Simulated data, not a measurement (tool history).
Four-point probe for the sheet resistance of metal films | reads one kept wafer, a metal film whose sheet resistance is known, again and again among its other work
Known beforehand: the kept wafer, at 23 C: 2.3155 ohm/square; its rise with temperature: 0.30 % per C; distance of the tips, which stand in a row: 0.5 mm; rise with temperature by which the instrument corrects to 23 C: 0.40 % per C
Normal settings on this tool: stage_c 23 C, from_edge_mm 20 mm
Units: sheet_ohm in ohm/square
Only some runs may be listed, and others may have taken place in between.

Run 1, day 0.000: usual settings. Result: sheet_ohm 2.316270 ohm/square.
Run 2, day 2.325: usual settings. Result: sheet_ohm 2.316798 ohm/square.
Run 3, day 3.783: usual settings. Result: sheet_ohm 2.315466 ohm/square.
Run 4, day 5.708: usual settings. Result: sheet_ohm 2.315631 ohm/square.
Run 5, day 8.288: usual settings but stage_c 31 C. Result: sheet_ohm 2.296667 ohm/square.
Run 6, day 11.304: usual settings but from_edge_mm 7 mm. Result: sheet_ohm 2.320770 ohm/square.
Run 7, day 13.571: usual settings but from_edge_mm 7 mm. Result: sheet_ohm 2.319611 ohm/square.
Run 8, day 16.704: usual settings. Result: sheet_ohm 2.314461 ohm/square.
Run 9, day 19.296: usual settings but stage_c 24 C. Result: sheet_ohm 2.311506 ohm/square.
Run 10, day 22.617: usual settings. Result: sheet_ohm 2.313800 ohm/square.
Run 11, day 24.017: usual settings but stage_c 19 C. Result: sheet_ohm 2.323209 ohm/square.
Run 12, day 26.575: usual settings but stage_c 19 C. Result: sheet_ohm 2.323754 ohm/square.
At day 28.112: stage's thermometer calibrated.
Run 13, day 29.104: usual settings but stage_c 19 C. Result: sheet_ohm 2.321568 ohm/square.
Run 14, day 32.438: usual settings but stage_c 19 C. Result: sheet_ohm 2.321054 ohm/square.
Run 15, day 35.488: usual settings but stage_c 19 C. Result: sheet_ohm 2.320899 ohm/square.
Run 16, day 37.188: usual settings but from_edge_mm 4 mm. Result: sheet_ohm 2.330395 ohm/square.
Run 17, day 40.117: usual settings but stage_c 32 C. Result: sheet_ohm 2.290369 ohm/square.
Run 18, day 42.912: usual settings. Result: sheet_ohm 2.310518 ohm/square.
Run 19, day 44.412: usual settings. Result: sheet_ohm 2.310766 ohm/square.
Run 20, day 46.521: usual settings. Result: sheet_ohm 2.310341 ohm/square.
Run 21, day 48.554: usual settings. Result: sheet_ohm 2.309683 ohm/square.
Run 22, day 50.883: usual settings but stage_c 24 C. Result: sheet_ohm 2.307486 ohm/square.
Run 23, day 53.325: usual settings but stage_c 21 C. Result: sheet_ohm 2.314290 ohm/square.
Run 24, day 56.408: usual settings but from_edge_mm 4 mm. Result: sheet_ohm 2.327626 ohm/square.
Run 25, day 57.879: usual settings but stage_c 28 C, from_edge_mm 4 mm. Result: sheet_ohm 2.315692 ohm/square.
Run 26, day 60.479: usual settings but stage_c 24 C, from_edge_mm 7 mm. Result: sheet_ohm 2.312263 ohm/square.
Run 27, day 62.029: usual settings but stage_c 26 C, from_edge_mm 13 mm. Result: sheet_ohm 2.302898 ohm/square.
Run 28, day 63.471: usual settings but stage_c 26 C, from_edge_mm 13 mm. Result: sheet_ohm 2.302334 ohm/square.
Run 29, day 64.846: usual settings but stage_c 27 C, from_edge_mm 6 mm. Result: sheet_ohm 2.307348 ohm/square.
Run 30, day 67.308: usual settings but from_edge_mm 55 mm. Result: sheet_ohm 2.307295 ohm/square.
Run 31, day 69.392: usual settings but stage_c 25 C, from_edge_mm 49 mm. Result: sheet_ohm 2.302700 ohm/square.
Run 32, day 70.988: usual settings but stage_c 25 C, from_edge_mm 49 mm. Result: sheet_ohm 2.302558 ohm/square.
Run 33, day 74.175: usual settings but stage_c 25 C, from_edge_mm 3 mm. Result: sheet_ohm 2.336149 ohm/square.
Run 34, day 76.008: usual settings but stage_c 25 C, from_edge_mm 3 mm. Result: sheet_ohm 2.336228 ohm/square.
Run 35, day 79.033: usual settings but stage_c 33 C, from_edge_mm 11 mm. Result: sheet_ohm 2.286470 ohm/square.
Run 36, day 81.812: usual settings but stage_c 33 C, from_edge_mm 11 mm. Result: sheet_ohm 2.286363 ohm/square.
Run 37, day 83.925: usual settings but stage_c 26 C, from_edge_mm 3 mm. Result: sheet_ohm 2.333690 ohm/square.
Run 38, day 86.417: usual settings but stage_c 26 C, from_edge_mm 22 mm. Result: sheet_ohm 2.299430 ohm/square.
Run 39, day 88.642: usual settings but stage_c 22 C, from_edge_mm 28 mm. Result: sheet_ohm 2.308432 ohm/square.
Run 40, day 90.338: usual settings but stage_c 33 C, from_edge_mm 6 mm. Result: sheet_ohm 2.291205 ohm/square.
Run 41, day 93.262: usual settings but stage_c 33 C, from_edge_mm 6 mm. Result: sheet_ohm 2.292097 ohm/square.
Run 42, day 96.233: usual settings but stage_c 33 C, from_edge_mm 6 mm. Result: sheet_ohm 2.291466 ohm/square.
Run 43, day 98.142: usual settings but from_edge_mm 34 mm. Result: sheet_ohm 2.306123 ohm/square.
Run 44, day 100.167: usual settings but stage_c 21 C, from_edge_mm 13 mm. Result: sheet_ohm 2.311813 ohm/square.
Run 45, day 101.675: usual settings but stage_c 20 C, from_edge_mm 38 mm. Result: sheet_ohm 2.312442 ohm/square.

Hidden state or all else? Some run-to-run changes of sheet_ohm, split into what the settings, what came in and random variation would give without the hidden state, and what is left for the hidden state (with any gauge scatter that isn't in both results):
Unlogged tool condition in this case: inner tips' distance over the nominal, %; tips' flats over new ones', %; wafer's true temperature over the reading, C; drift of the gauge itself on sheet_ohm, %.
Run 12 -> 13: stage's thermometer calibrated. sheet_ohm -0.002186 ohm/square: hidden state -0.001903, all else -0.000283.
Run 16 -> 17: stage_c 23 -> 32, from_edge_mm 4 -> 20. sheet_ohm -0.040026 ohm/square: hidden state -0.000169, all else -0.039857.
Run 32 -> 33: from_edge_mm 49 -> 3. sheet_ohm +0.033591 ohm/square: hidden state -0.000351, all else +0.033942.
Run 34 -> 35: stage_c 25 -> 33, from_edge_mm 3 -> 11. sheet_ohm -0.049758 ohm/square: hidden state -0.000106, all else -0.049652.
Run 36 -> 37: stage_c 33 -> 26, from_edge_mm 11 -> 3. sheet_ohm +0.047327 ohm/square: hidden state -0.000325, all else +0.047652.
